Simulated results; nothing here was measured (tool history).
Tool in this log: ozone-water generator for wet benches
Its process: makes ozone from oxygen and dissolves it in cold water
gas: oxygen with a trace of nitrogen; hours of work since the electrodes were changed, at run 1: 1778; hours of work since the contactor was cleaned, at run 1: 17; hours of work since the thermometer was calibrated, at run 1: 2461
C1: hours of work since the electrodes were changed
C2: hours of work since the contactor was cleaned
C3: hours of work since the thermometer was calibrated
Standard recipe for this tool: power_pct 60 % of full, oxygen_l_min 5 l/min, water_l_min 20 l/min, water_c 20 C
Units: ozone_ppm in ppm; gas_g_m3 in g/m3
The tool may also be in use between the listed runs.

Run 1, day 0: usual settings; C1 1778; C2 17; C3 2461. Result: ozone_ppm 18.9 ppm, gas_g_m3 214.2 g/m3.
Run 2, day 1.35: usual settings; C1 1808; C2 46; C3 2491. Result: ozone_ppm 18.8 ppm, gas_g_m3 213.8 g/m3.
Run 3, day 3.017: usual settings but power_pct 46 % of full; C1 1844; C2 83; C3 2527. Result: ozone_ppm 15.5 ppm, gas_g_m3 178.4 g/m3.
Run 4, day 4.45: usual settings but oxygen_l_min 4.61 l/min; C1 1875; C2 114; C3 2558. Result: ozone_ppm 18.7 ppm, gas_g_m3 221.7 g/m3.
Run 5, day 5.675: usual settings but water_c 23 C; C1 1902; C2 141; C3 2585. Result: ozone_ppm 17.5 ppm, gas_g_m3 211.2 g/m3.
Run 6, day 6.708: usual settings but water_l_min 18 l/min, water_c 23 C; C1 1924; C2 163; C3 2607. Result: ozone_ppm 19.3 ppm, gas_g_m3 212.3 g/m3.
Run 7, day 8.338: usual settings but oxygen_l_min 5.31 l/min; C1 1960; C2 199; C3 2643. Result: ozone_ppm 18.5 ppm, gas_g_m3 203.4 g/m3.
Run 8, day 10.304: usual settings but oxygen_l_min 5.31 l/min; C1 2003; C2 241; C3 2686. Result: ozone_ppm 18 ppm, gas_g_m3 203.9 g/m3.
Run 9, day 11.512: usual settings but power_pct 80 % of full, oxygen_l_min 5.31 l/min, water_l_min 16 l/min; C1 2029; C2 268; C3 2712. Result: ozone_ppm 26 ppm, gas_g_m3 244.2 g/m3.
Run 10, day 13.017: usual settings but power_pct 80 % of full, oxygen_l_min 5.31 l/min, water_l_min 15 l/min; C1 2062; C2 300; C3 2745. Result: ozone_ppm 27.4 ppm, gas_g_m3 242 g/m3.
Run 11, day 15.283: usual settings but oxygen_l_min 2.81 l/min, water_c 19 C; C1 2111; C2 350; C3 2794. Result: ozone_ppm 19.2 ppm, gas_g_m3 307.4 g/m3.
Run 12, day 17.504: usual settings but oxygen_l_min 2.81 l/min, water_c 19 C; C1 2160; C2 398; C3 2843. Result: ozone_ppm 18.8 ppm, gas_g_m3 305.9 g/m3.
Run 13, day 19.246: usual settings but oxygen_l_min 2.81 l/min, water_c 15 C; C1 2198; C2 436; C3 2880. Result: ozone_ppm 19.8 ppm, gas_g_m3 305.5 g/m3.
Run 14, day 21.571: usual settings but oxygen_l_min 8.49 l/min, water_l_min 26 l/min, water_c 19 C; C1 2248; C2 487; C3 2931. Result: ozone_ppm 13.7 ppm, gas_g_m3 145.4 g/m3.
Run 15, day 23.725: usual settings but power_pct 87 % of full; C1 2295; C2 534; C3 2978. Result: ozone_ppm 22.8 ppm, gas_g_m3 260.7 g/m3.
Run 16, day 25.412: usual settings but power_pct 87 % of full; C1 2332; C2 571; C3 3015. Result: ozone_ppm 22.6 ppm, gas_g_m3 257.8 g/m3.

Predict each of these 5 candidate next runs independently; none follows another, all start after run 16:
Run A, day 27.262: usual settings but power_pct 87 % of full, oxygen_l_min 6.39 l/min, water_l_min 12 l/min, water_c 27 C; C1 2372; C2 611; C3 3055. Result: ozone_ppm ?, gas_g_m3 ?.
Run B, day 27.262: usual settings but power_pct 87 % of full, water_c 25 C; C1 2372; C2 611; C3 3055. Result: ozone_ppm ?, gas_g_m3 ?.
Run C, day 27.262: usual settings; C1 2372; C2 611; C3 3055. Result: ozone_ppm ?, gas_g_m3 ?.
Run D, day 27.262: usual settings but oxygen_l_min 2.65 l/min, water_l_min 23 l/min, water_c 27 C; C1 2372; C2 611; C3 3055. Result: ozone_ppm ?, gas_g_m3 ?.
Run E, day 27.262: usual settings but water_l_min 29 l/min, water_c 18 C; C1 2372; C2 611; C3 3055. Result: ozone_ppm ?, gas_g_m3 ?.

run  ozone_ppm  gas_g_m3
  A       26.8       218
  B       21.1       259
  C       17.9     204.6
  D       14.8     313.9
  E       13.2     204.9
Had the tool no hidden state, the same runs would have come out as:
run  ozone_ppm  gas_g_m3
  A       32.1     254.2
  B       25.4     301.7
  C       20.8     230.9
  D       17.2     354.1
  E       15.4     231.2

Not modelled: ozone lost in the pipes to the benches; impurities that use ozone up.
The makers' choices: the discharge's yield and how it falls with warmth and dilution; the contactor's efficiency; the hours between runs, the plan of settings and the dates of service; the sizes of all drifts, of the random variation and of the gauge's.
